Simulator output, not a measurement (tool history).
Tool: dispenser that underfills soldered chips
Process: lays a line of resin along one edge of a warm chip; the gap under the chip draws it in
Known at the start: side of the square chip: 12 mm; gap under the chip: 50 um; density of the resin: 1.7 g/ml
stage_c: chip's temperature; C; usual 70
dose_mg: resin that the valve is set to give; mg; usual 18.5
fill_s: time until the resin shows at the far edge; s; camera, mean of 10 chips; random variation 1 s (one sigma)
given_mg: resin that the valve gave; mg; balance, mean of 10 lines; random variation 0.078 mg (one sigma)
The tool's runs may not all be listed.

| run | hour | stage_c | dose_mg | fill_s | given_mg |
|---|---|---|---|---|---|
| 1 | 0 | 70 | 18.5 | 120 | 18.19 |
| 2 | 4.3 | 70 | 18.5 | 160.9 | 17.99 |
| 3 | 8.3 | 70 | 18.5 | 117.8 | 18.11 |
| 4 | 12.5 | 70 | 18.5 | 154.5 | 17.98 |
| 5 | 16.2 | 70 | 18.5 | 113.9 | 17.94 |
| 6 | 23.2 | 70 | 18.5 | 104.1 | 17.82 |
| 7 | 29.6 | 70 | 18.5 | 149.6 | 18.46 |
| 8 | 36.2 | 70 | 18.5 | 132.5 | 18.47 |
| 9 | 43.3 | 70 | 18.5 | 123.8 | 18.4 |
| 10 | 49.4 | 70 | 18.5 | 104.8 | 18.33 |
| 11 | 54.6 | 70 | 18.5 | 151.2 | 18.19 |
| 12 | 59.2 | 70 | 18.5 | 117.7 | 18.18 |
| 13 | 63 | 70 | 18.5 | 147.6 | 18.07 |
| 14 | 68.1 | 70 | 16.8 | 121.7 | 16.49 |
| 15 | 74.4 | 63 | 16.7 | 137.6 | 16.16 |
| 16 | 77.9 | 78 | 19.3 | 98.7 | 18.86 |
| 17 | 83.1 | 69 | 22.6 | 114.1 | 21.76 |
| 18 | 90.4 | 69 | 22.6 | 103.6 | 21.79 |
| 19 | 93.6 | 70 | 17.1 | 127.6 | 16.49 |
| 20 | 100.2 | 65 | 17.9 | 128 | 18.01 |
| 21 | 103.7 | 56 | 22.5 | 219.6 | 22.51 |
| 22 | 107.9 | 56 | 22.5 | 170.8 | 22.46 |
| 23 | 114.9 | 73 | 21.6 | 141 | 21.45 |
| 24 | 120.6 | 84 | 22 | 80.4 | 21.66 |
| 25 | 126 | 79 | 15.7 | 81.7 | 15.43 |
| 26 | 129.1 | 63 | 18 | 171.8 | 17.61 |
| 27 | 136.6 | 63 | 18 | 167.7 | 17.55 |

Taken out of this log: 18 entries between the listed runs. Where each belongs, and how the hidden state differs across it:
Between runs 2 and 3: new syringe of resin (hour 5.6)
  resin's viscosity, % of fresh resin's: 161.2 -> 117.5; dose that the valve gives, % of what is set: 97.59 -> 97.36; true chip temperature over the reading, C: -0.3 -> -0.32
  measured less the result without the state, fill_s: +62.7 -> +19.2 s; given_mg: -0.44 -> -0.49 mg
Between runs 4 and 5: new syringe of resin (hour 14.3)
  resin's viscosity, % of fresh resin's: 156.2 -> 113.7; dose that the valve gives, % of what is set: 97.07 -> 96.86; true chip temperature over the reading, C: -0.34 -> -0.35
  measured less the result without the state, fill_s: +57.1 -> +15.5 s; given_mg: -0.55 -> -0.58 mg
Between runs 5 and 6: new syringe of resin (hour 22.6)
  resin's viscosity, % of fresh resin's: 113.7 -> 104.9; dose that the valve gives, % of what is set: 96.86 -> 96.39; true chip temperature over the reading, C: -0.35 -> -0.38
  measured less the result without the state, fill_s: +15.5 -> +6.7 s; given_mg: -0.58 -> -0.66 mg
Between runs 6 and 7: dispensing valve cleaned and set on the balance (hour 28.4)
  resin's viscosity, % of fresh resin's: 104.9 -> 150.8; dose that the valve gives, % of what is set: 96.39 -> 100.02; true chip temperature over the reading, C: -0.38 -> -0.4
  measured less the result without the state, fill_s: +6.7 -> +51.7 s; given_mg: -0.66 -> +0.01 mg
Between runs 7 and 8: new syringe of resin (hour 32)
  resin's viscosity, % of fresh resin's: 150.8 -> 132; dose that the valve gives, % of what is set: 100.02 -> 99.66; true chip temperature over the reading, C: -0.4 -> -0.42
  measured less the result without the state, fill_s: +51.7 -> +33.6 s; given_mg: +0.01 -> -0.06 mg
Between runs 8 and 9: new syringe of resin (hour 40.3)
  resin's viscosity, % of fresh resin's: 132 -> 122.8; dose that the valve gives, % of what is set: 99.66 -> 99.26; true chip temperature over the reading, C: -0.42 -> -0.45
  measured less the result without the state, fill_s: +33.6 -> +24.8 s; given_mg: -0.06 -> -0.14 mg
Between runs 9 and 10: new syringe of resin (hour 48.6)
  resin's viscosity, % of fresh resin's: 122.8 -> 105.7; dose that the valve gives, % of what is set: 99.26 -> 98.9; true chip temperature over the reading, C: -0.45 -> -0.48
  measured less the result without the state, fill_s: +24.8 -> +7.5 s; given_mg: -0.14 -> -0.2 mg
Between runs 11 and 12: new syringe of resin (hour 56.8)
  resin's viscosity, % of fresh resin's: 149.3 -> 115.7; dose that the valve gives, % of what is set: 98.56 -> 98.3; true chip temperature over the reading, C: -0.5 -> -0.51
  measured less the result without the state, fill_s: +51.9 -> +18.1 s; given_mg: -0.27 -> -0.31 mg
Between runs 13 and 14: new syringe of resin (hour 65.4)
  resin's viscosity, % of fresh resin's: 148.8 -> 119; dose that the valve gives, % of what is set: 98.06 -> 97.78; true chip temperature over the reading, C: -0.53 -> -0.55
  measured less the result without the state, fill_s: +50.7 -> +22 s; given_mg: -0.36 -> -0.37 mg
Between runs 14 and 15: new syringe of resin (hour 73.8)
  resin's viscosity, % of fresh resin's: 119 -> 103.6; dose that the valve gives, % of what is set: 97.78 -> 97.42; true chip temperature over the reading, C: -0.55 -> -0.57
  measured less the result without the state, fill_s: +22 -> +8.4 s; given_mg: -0.37 -> -0.43 mg
Between runs 16 and 17: new syringe of resin (hour 82)
  resin's viscosity, % of fresh resin's: 130.4 -> 108.6; dose that the valve gives, % of what is set: 97.21 -> 96.91; true chip temperature over the reading, C: -0.59 -> -0.61
  measured less the result without the state, fill_s: +24.7 -> +11.6 s; given_mg: -0.54 -> -0.69 mg
Between runs 17 and 18: new syringe of resin (hour 90.3)
  resin's viscosity, % of fresh resin's: 108.6 -> 101.7; dose that the valve gives, % of what is set: 96.91 -> 96.45; true chip temperature over the reading, C: -0.61 -> -0.64
  measured less the result without the state, fill_s: +11.6 -> +4.2 s; given_mg: -0.69 -> -0.8 mg
Between runs 19 and 20: dispensing valve cleaned and set on the balance (hour 97.6); new syringe of resin (hour 99.5)
  resin's viscosity, % of fresh resin's: 125.5 -> 104.3; dose that the valve gives, % of what is set: 96.24 -> 100.24; true chip temperature over the reading, C: -0.65 -> -0.67
  measured less the result without the state, fill_s: +29.3 -> +8.3 s; given_mg: -0.64 -> +0.04 mg
Between runs 21 and 22: new syringe of resin (hour 107.7)
  resin's viscosity, % of fresh resin's: 131.1 -> 100.7; dose that the valve gives, % of what is set: 99.99 -> 99.74; true chip temperature over the reading, C: -0.68 -> -0.7
  measured less the result without the state, fill_s: +56.7 -> +5.8 s; given_mg: +0 -> -0.06 mg
Between runs 23 and 24: new syringe of resin (hour 116.4)
  resin's viscosity, % of fresh resin's: 160.6 -> 131.8; dose that the valve gives, % of what is set: 99.31 -> 99.01; true chip temperature over the reading, C: -0.73 -> -0.75
  measured less the result without the state, fill_s: +55.5 -> +20.8 s; given_mg: -0.14 -> -0.21 mg
Between runs 24 and 25: new syringe of resin (hour 125)
  resin's viscosity, % of fresh resin's: 131.8 -> 107.5; dose that the valve gives, % of what is set: 99.01 -> 98.68; true chip temperature over the reading, C: -0.75 -> -0.77
  measured less the result without the state, fill_s: +20.8 -> +8 s; given_mg: -0.21 -> -0.21 mg
Between runs 26 and 27: new syringe of resin (hour 133.2)
  resin's viscosity, % of fresh resin's: 131.8 -> 125.1; dose that the valve gives, % of what is set: 98.5 -> 98.04; true chip temperature over the reading, C: -0.78 -> -0.81
  measured less the result without the state, fill_s: +45.6 -> +38.2 s; given_mg: -0.26 -> -0.35 mg
